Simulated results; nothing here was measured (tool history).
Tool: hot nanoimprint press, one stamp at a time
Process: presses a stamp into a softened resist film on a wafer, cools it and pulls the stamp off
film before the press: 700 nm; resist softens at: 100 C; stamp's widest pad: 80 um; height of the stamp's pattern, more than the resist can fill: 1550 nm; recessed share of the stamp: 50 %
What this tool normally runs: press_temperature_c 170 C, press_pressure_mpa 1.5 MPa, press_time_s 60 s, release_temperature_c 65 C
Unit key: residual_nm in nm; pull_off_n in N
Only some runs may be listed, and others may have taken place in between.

run,hour,press_temperature_c,press_pressure_mpa,press_time_s,release_temperature_c,residual_nm,pull_off_n
1,0,170,1.5,60,65,383.6,197
2,8.1,170,1.5,60,65,385.4,200
3,17.3,170,1.5,60,65,379.6,204
4,31.1,170,1.5,76,65,358.4,205
5,44.1,170,1.5,60,65,383.4,208
6,57.5,160,1.5,60,65,496.4,207
7,71.5,160,1.5,60,65,499.3,218
8,84.3,160,1.5,60,65,499.9,214
9,97,168,1.5,60,65,407.9,215
10,109.4,168,1.5,60,52,407.2,236
11,123.8,168,1.5,60,52,407.4,245
12,132.9,168,1.5,60,52,410.5,245
13,140.4,168,1.5,60,59,408.1,231
14,148.2,168,1.5,60,59,408.8,227
15,154.6,168,1.5,60,59,407.8,222
16,166.1,168,1.5,60,59,405.1,238
17,172.6,170,1.5,60,54,388.3,239
18,185.3,181,2.35,43,54,255.6,253
19,196.5,181,2.35,43,54,256.4,243
20,205.1,179,2.35,67,66,231.3,215
21,212.8,179,2.35,67,66,228.4,213
22,219.1,179,2.35,67,66,230.8,222
23,228.1,179,1.2,67,51,330.9,251
24,235.4,179,1.2,53,51,358.4,260
25,248.4,170,1.5,58,65,394.6,232
26,255.7,170,1.5,58,65,390.2,230
27,268.9,175,1.5,59,51,339.5,274
28,275.9,170,2.06,60,59,334.9,250
29,288.8,170,2.04,89,59,295.5,251
30,302,177,1.5,60,65,324.4,238

Here are 3 independent what-if runs from the current tool condition. What would each one return?
A,310.4,177,1.5,60,67,?,?
B,310.4,177,1.5,63,65,?,?
C,310.4,182,1.5,44,68,?,?

run,residual_nm,pull_off_n
A,325.1,234
B,321.6,239
C,315.5,235
With no hidden state in the tool, these same runs would have given:
run,residual_nm,pull_off_n
A,316,196
B,312.6,201
C,306.9,197
